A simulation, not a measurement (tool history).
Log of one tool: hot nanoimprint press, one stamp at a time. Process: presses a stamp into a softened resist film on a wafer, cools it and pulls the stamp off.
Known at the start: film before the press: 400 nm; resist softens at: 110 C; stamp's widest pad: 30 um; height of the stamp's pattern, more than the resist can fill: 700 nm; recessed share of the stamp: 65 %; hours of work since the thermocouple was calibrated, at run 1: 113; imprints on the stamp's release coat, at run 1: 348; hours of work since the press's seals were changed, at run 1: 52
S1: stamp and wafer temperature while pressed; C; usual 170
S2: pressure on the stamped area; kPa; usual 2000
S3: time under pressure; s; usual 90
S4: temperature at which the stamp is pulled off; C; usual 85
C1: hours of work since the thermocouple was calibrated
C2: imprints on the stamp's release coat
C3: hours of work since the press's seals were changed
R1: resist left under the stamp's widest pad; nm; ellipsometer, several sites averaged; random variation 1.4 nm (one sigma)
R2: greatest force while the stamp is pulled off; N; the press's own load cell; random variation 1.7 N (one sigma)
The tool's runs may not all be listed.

run,day,S1,S2,S3,S4,C1,C2,C3,R1,R2
1,0,170,2000,90,85,113,348,52,222.4,216
2,0.262,170,2000,165,85,117,375,56,181.7,215
3,0.883,170,2000,165,85,126,440,66,179.5,213
4,1.442,170,2000,165,85,135,497,74,182.3,218
# day 2.012: stamp cleaned and given a new release coat
5,2.112,166,2000,90,85,142,11,81,250.2,211
6,2.742,170,2000,90,85,151,76,91,223.2,212
7,3.271,170,2000,90,81,160,131,99,224.3,217
8,3.604,170,2000,90,81,165,166,104,224.1,223
9,4.05,170,2000,90,85,172,212,111,225.1,216
10,4.483,170,2000,90,85,178,256,118,223.3,213
11,5.021,170,2000,90,85,187,312,126,225,215
12,5.654,170,2000,90,85,197,378,136,225,214
13,6.179,170,2000,90,85,205,432,144,225.2,214
14,6.629,170,2000,90,85,212,479,151,224.6,217
# day 7.379: stamp cleaned and given a new release coat
15,7.488,170,2000,90,85,221,11,161,227.5,210
16,7.862,174,1490,157,87,227,50,166,189.5,209
17,8.442,168,1590,129,86,236,110,175,236.2,211
18,8.962,173,2000,90,78,244,164,183,208.4,226
19,9.583,170,2000,60,74,254,228,193,256.8,236
20,9.971,165,2000,48,85,260,268,199,305.9,218
21,10.329,165,2000,48,85,265,306,205,306.5,213
22,10.608,167,2900,121,77,269,334,209,194.8,231
23,10.879,167,2900,121,77,274,362,213,193.8,232
24,11.442,165,1820,67,91,282,421,222,294.4,205
25,11.771,179,1410,90,85,287,455,227,202.2,218
26,12.375,161,2000,90,85,297,517,236,297.2,217
# day 12.754: stamp cleaned and given a new release coat
27,13,171,2130,73,85,303,25,242,232.2,210
28,13.35,161,1370,90,78,308,62,248,323.7,226
29,13.671,173,2000,71,85,313,95,252,223.7,211

Forecast each of these 5 alternatives for the next run:
A,14,161,2870,90,79,318,129,258,?,?
B,14,165,2000,71,71,318,129,258,?,?
C,14,173,1210,71,70,318,129,258,?,?
D,14,177,2000,97,79,318,129,258,?,?
E,14,170,2000,73,71,318,129,258,?,?

run,R1,R2
A,262.1,224
B,285,242
C,273.8,242
D,177.4,225
E,245.1,240
Without the tool's hidden state the same runs would have given:
run,R1,R2
A,248.1,219
B,272.8,237
C,263.4,238
D,167.7,220
E,233.2,235
